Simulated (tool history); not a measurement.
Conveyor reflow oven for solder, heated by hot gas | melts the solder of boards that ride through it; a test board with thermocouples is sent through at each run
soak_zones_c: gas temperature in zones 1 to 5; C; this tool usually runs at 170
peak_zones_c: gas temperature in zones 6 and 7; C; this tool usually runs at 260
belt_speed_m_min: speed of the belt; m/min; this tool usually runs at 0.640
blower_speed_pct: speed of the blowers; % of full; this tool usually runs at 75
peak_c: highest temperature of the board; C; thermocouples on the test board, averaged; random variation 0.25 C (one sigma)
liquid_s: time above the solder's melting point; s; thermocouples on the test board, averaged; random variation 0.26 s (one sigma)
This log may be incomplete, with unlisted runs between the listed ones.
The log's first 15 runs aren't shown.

Run 16, day 39.004: usual settings. Result: peak_c 250.7 C, liquid_s 55.8 s.
Run 17, day 41.650: usual settings but belt_speed_m_min 0.710 m/min. Result: peak_c 247.9 C, liquid_s 47.9 s.
Run 18, day 44.096: usual settings but peak_zones_c 272 C, belt_speed_m_min 0.710 m/min. Result: peak_c 258.4 C, liquid_s 54.0 s.
Run 19, day 46.267: usual settings but peak_zones_c 270 C, belt_speed_m_min 0.710 m/min, blower_speed_pct 85 % of full. Result: peak_c 258.3 C, liquid_s 54.7 s.
Run 20, day 48.425: usual settings but peak_zones_c 270 C, belt_speed_m_min 0.710 m/min, blower_speed_pct 85 % of full. Result: peak_c 258.0 C, liquid_s 54.4 s.
Run 21, day 52.212: usual settings but peak_zones_c 270 C, belt_speed_m_min 0.543 m/min, blower_speed_pct 70 % of full. Result: peak_c 263.0 C, liquid_s 75.2 s.
At day 54.038: belt drive overhauled, speed set with a stopwatch.
Run 22, day 54.538: usual settings but soak_zones_c 171 C, peak_zones_c 270 C, belt_speed_m_min 0.576 m/min, blower_speed_pct 90 % of full. Result: peak_c 263.6 C, liquid_s 71.2 s.
Run 23, day 57.983: usual settings but soak_zones_c 171 C, peak_zones_c 270 C, belt_speed_m_min 0.576 m/min, blower_speed_pct 90 % of full. Result: peak_c 263.6 C, liquid_s 71.1 s.
At day 59.162: flux residue cleaned out of gas plates and filters.
Run 24, day 61.150: usual settings but soak_zones_c 171 C, peak_zones_c 270 C, belt_speed_m_min 0.576 m/min, blower_speed_pct 90 % of full. Result: peak_c 265.3 C, liquid_s 71.8 s.
At day 62.504: thermocouples of zones 6 and 7 changed.
Run 25, day 64.458: usual settings but peak_zones_c 270 C, belt_speed_m_min 0.576 m/min, blower_speed_pct 90 % of full. Result: peak_c 262.7 C, liquid_s 71.0 s.
Run 26, day 67.933: usual settings but peak_zones_c 270 C, belt_speed_m_min 0.576 m/min, blower_speed_pct 90 % of full. Result: peak_c 263.1 C, liquid_s 71.1 s.
Run 27, day 71.179: usual settings but peak_zones_c 270 C, belt_speed_m_min 0.576 m/min, blower_speed_pct 90 % of full. Result: peak_c 262.6 C, liquid_s 70.9 s.
Run 28, day 74.954: usual settings but soak_zones_c 171 C, peak_zones_c 271 C, belt_speed_m_min 0.576 m/min, blower_speed_pct 51 % of full. Result: peak_c 257.4 C, liquid_s 66.1 s.
Run 29, day 77.221: usual settings but peak_zones_c 266 C, belt_speed_m_min 0.576 m/min, blower_speed_pct 51 % of full. Result: peak_c 252.7 C, liquid_s 62.1 s.
Run 30, day 80.971: usual settings but soak_zones_c 171 C, peak_zones_c 250 C, blower_speed_pct 53 % of full. Result: peak_c 236.3 C, liquid_s 40.6 s.

Branching from run 30: 4 alternative next runs. What would each branch give?
At day 81.754: flux residue cleaned out of gas plates and filters.
Run A, day 83.925: usual settings but soak_zones_c 182 C, belt_speed_m_min 0.560 m/min, blower_speed_pct 51 % of full. Result: peak_c ?, liquid_s ?.
At day 81.754: flux residue cleaned out of gas plates and filters.
Run B, day 83.925: usual settings but belt_speed_m_min 0.663 m/min, blower_speed_pct 64 % of full. Result: peak_c ?, liquid_s ?.
At day 81.754: flux residue cleaned out of gas plates and filters.
Run C, day 83.925: usual settings but soak_zones_c 180 C. Result: peak_c ?, liquid_s ?.
At day 81.754: flux residue cleaned out of gas plates and filters.
Run D, day 83.925: usual settings but soak_zones_c 157 C, peak_zones_c 250 C, belt_speed_m_min 0.687 m/min, blower_speed_pct 64 % of full. Result: peak_c ?, liquid_s ?.

run  peak_c  liquid_s
  A   251.2      68.7
  B   247.9      50.9
  C   251.8      60.3
  D   235.4      33.7
With the hidden condition removed and each run's random variation left untouched, the same runs would have given:
run  peak_c  liquid_s
  A   250.2      67.4
  B   246.9      49.7
  C   250.8      59.2
  D   234.4      32.3
